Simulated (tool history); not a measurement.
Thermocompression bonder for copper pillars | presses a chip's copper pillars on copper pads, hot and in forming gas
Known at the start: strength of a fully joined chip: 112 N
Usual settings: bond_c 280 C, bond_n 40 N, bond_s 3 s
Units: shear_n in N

run 1 hour=0 | bond_c=280 bond_n=40 bond_s=3 | shear_n=59.6
run 2 hour=6.6 | bond_c=280 bond_n=40 bond_s=3 | shear_n=59.1
run 3 hour=17.3 | bond_c=280 bond_n=40 bond_s=3 | shear_n=58.7
run 4 hour=23.8 | bond_c=280 bond_n=52 bond_s=3 | shear_n=74.4
run 5 hour=31.4 | bond_c=280 bond_n=32 bond_s=3 | shear_n=46.7
run 6 hour=38.4 | bond_c=280 bond_n=32 bond_s=3 | shear_n=46.6
run 7 hour=48.3 | bond_c=280 bond_n=32 bond_s=3 | shear_n=46.4
run 8 hour=58.5 | bond_c=280 bond_n=32 bond_s=3 | shear_n=45.9
run 9 hour=69.3 | bond_c=280 bond_n=32 bond_s=3 | shear_n=46.5
run 10 hour=76.9 | bond_c=280 bond_n=32 bond_s=3 | shear_n=46.5
run 11 hour=83.9 | bond_c=280 bond_n=32 bond_s=3 | shear_n=46.4
run 12 hour=94.8 | bond_c=280 bond_n=40 bond_s=6 | shear_n=72.9
run 13 hour=104.5 | bond_c=280 bond_n=25 bond_s=3 | shear_n=35
run 14 hour=111.1 | bond_c=280 bond_n=25 bond_s=3 | shear_n=35
run 15 hour=119.1 | bond_c=280 bond_n=25 bond_s=8 | shear_n=50.1
run 16 hour=124.5 | bond_c=280 bond_n=25 bond_s=8 | shear_n=50.9
run 17 hour=133.4 | bond_c=280 bond_n=25 bond_s=8 | shear_n=50.3
run 18 hour=138.1 | bond_c=280 bond_n=25 bond_s=8 | shear_n=51.1
run 19 hour=144.6 | bond_c=271 bond_n=25 bond_s=8 | shear_n=46.2
run 20 hour=151.7 | bond_c=263 bond_n=53 bond_s=8 | shear_n=85.6
run 21 hour=157 | bond_c=280 bond_n=33 bond_s=3 | shear_n=47.9
run 22 hour=165 | bond_c=283 bond_n=44 bond_s=3 | shear_n=66.7
run 23 hour=173.7 | bond_c=283 bond_n=32 bond_s=3 | shear_n=47.9
run 24 hour=181.5 | bond_c=307 bond_n=55 bond_s=3 | shear_n=91.8
run 25 hour=191.4 | bond_c=283 bond_n=52 bond_s=3 | shear_n=75.9
run 26 hour=197.5 | bond_c=280 bond_n=40 bond_s=2 | shear_n=51.5
run 27 hour=203.7 | bond_c=280 bond_n=40 bond_s=2 | shear_n=51.4
-- hour=209.3 heater calibrated with a thermocouple chip
run 28 hour=214.1 | bond_c=251 bond_n=52 bond_s=2 | shear_n=50.1

4 ways to go on from here, each from the tool as it stands after run 28. What would each give?
run A hour=218.7 | bond_c=280 bond_n=40 bond_s=4 | shear_n=?
run B hour=218.7 | bond_c=296 bond_n=40 bond_s=7 | shear_n=?
run C hour=218.7 | bond_c=290 bond_n=41 bond_s=2 | shear_n=?
run D hour=218.7 | bond_c=273 bond_n=49 bond_s=3 | shear_n=?

run=A shear_n=65
run=B shear_n=84.2
run=C shear_n=57.6
run=D shear_n=66.8
Without the tool's hidden state the same runs would have given:
run=A shear_n=65.1
run=B shear_n=84.3
run=C shear_n=57.7
run=D shear_n=67
